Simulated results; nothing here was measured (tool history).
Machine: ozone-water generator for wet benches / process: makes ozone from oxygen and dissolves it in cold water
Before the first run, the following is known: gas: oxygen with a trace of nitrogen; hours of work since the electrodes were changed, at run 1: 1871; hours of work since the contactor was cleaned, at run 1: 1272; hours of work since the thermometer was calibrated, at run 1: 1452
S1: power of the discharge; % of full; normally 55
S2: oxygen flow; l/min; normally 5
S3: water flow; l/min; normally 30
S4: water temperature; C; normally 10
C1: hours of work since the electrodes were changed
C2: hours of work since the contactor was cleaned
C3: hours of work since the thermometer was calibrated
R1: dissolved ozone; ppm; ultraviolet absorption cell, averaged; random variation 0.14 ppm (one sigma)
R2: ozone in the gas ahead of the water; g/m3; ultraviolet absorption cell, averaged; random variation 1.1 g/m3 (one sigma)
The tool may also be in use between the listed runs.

Run 1, hour 0: usual settings; C1 1871; C2 1272; C3 1452. Result: R1 15.6 ppm, R2 191.7 g/m3.
Run 2, hour 37.2: usual settings; C1 1903; C2 1304; C3 1485. Result: R1 15.6 ppm, R2 188.7 g/m3.
Run 3, hour 91.1: usual settings; C1 1950; C2 1351; C3 1532. Result: R1 15.4 ppm, R2 190.6 g/m3.
Run 4, hour 139.2: usual settings; C1 1992; C2 1393; C3 1574. Result: R1 15.8 ppm, R2 191.2 g/m3.
Run 5, hour 192.9: usual settings; C1 2039; C2 1440; C3 1621. Result: R1 15.6 ppm, R2 190.2 g/m3.
Run 6, hour 222: usual settings; C1 2065; C2 1466; C3 1646. Result: R1 15.8 ppm, R2 192.2 g/m3.
Run 7, hour 257.3: usual settings; C1 2096; C2 1497; C3 1677. Result: R1 15.4 ppm, R2 190.7 g/m3.
Run 8, hour 302.2: usual settings; C1 2135; C2 1536; C3 1716. Result: R1 15.6 ppm, R2 189.4 g/m3.
Run 9, hour 339.5: usual settings but S1 85 % of full, S3 18 l/min, S4 6 C; C1 2168; C2 1569; C3 1749. Result: R1 37.4 ppm, R2 260.9 g/m3.
Run 10, hour 381.9: usual settings but S3 47 l/min, S4 7 C; C1 2205; C2 1606; C3 1786. Result: R1 9.4 ppm, R2 189.6 g/m3.
Run 11, hour 442.3: usual settings but S1 44 % of full, S3 47 l/min, S4 9 C; C1 2258; C2 1659; C3 1839. Result: R1 7.7 ppm, R2 162.1 g/m3.
Run 12, hour 486.3: usual settings but S1 44 % of full, S3 47 l/min, S4 9 C; C1 2296; C2 1697; C3 1877. Result: R1 8.1 ppm, R2 159.1 g/m3.
Run 13, hour 540.3: usual settings but S1 82 % of full, S2 3.23 l/min, S3 24 l/min, S4 9 C; C1 2343; C2 1744; C3 1925. Result: R1 23.5 ppm, R2 306.4 g/m3.
Run 14, hour 571.3: usual settings but S1 82 % of full, S2 3.23 l/min, S3 24 l/min, S4 9 C; C1 2370; C2 1771; C3 1952. Result: R1 23.5 ppm, R2 308.6 g/m3.
Run 15, hour 619.6: usual settings but S1 50 % of full, S3 45 l/min, S4 11 C; C1 2413; C2 1814; C3 1994. Result: R1 9 ppm, R2 176.8 g/m3.

5 options for the next run, each taken on its own from the tool as it stands now. Forecast them:
Run A, hour 650.9: usual settings but S1 89 % of full, S3 21 l/min, S4 11 C; C1 2440; C2 1841; C3 2021. Result: R1 ?, R2 ?.
Run B, hour 650.9: usual settings but S1 68 % of full, S3 28 l/min; C1 2440; C2 1841; C3 2021. Result: R1 ?, R2 ?.
Run C, hour 650.9: usual settings but S3 40 l/min, S4 8 C; C1 2440; C2 1841; C3 2021. Result: R1 ?, R2 ?.
Run D, hour 650.9: usual settings but S2 8.66 l/min, S3 38 l/min, S4 7 C; C1 2440; C2 1841; C3 2021. Result: R1 ?, R2 ?.
Run E, hour 650.9: usual settings but S1 50 % of full, S2 6.72 l/min, S3 46 l/min, S4 16 C; C1 2440; C2 1841; C3 2021. Result: R1 ?, R2 ?.

run    R1     R2
  A  31.2  269.4
  B  19.4  219.7
  C  11.6  188.3
  D  14.1  148.7
  E   9.3  155.2
Stripped of hidden state, with their random variation kept, the same runs would have yielded:
run    R1     R2
  A  33.2  282.3
  B  20.5  228.3
  C  12.2  194.5
  D  14.9  153.5
  E   9.9  159.8

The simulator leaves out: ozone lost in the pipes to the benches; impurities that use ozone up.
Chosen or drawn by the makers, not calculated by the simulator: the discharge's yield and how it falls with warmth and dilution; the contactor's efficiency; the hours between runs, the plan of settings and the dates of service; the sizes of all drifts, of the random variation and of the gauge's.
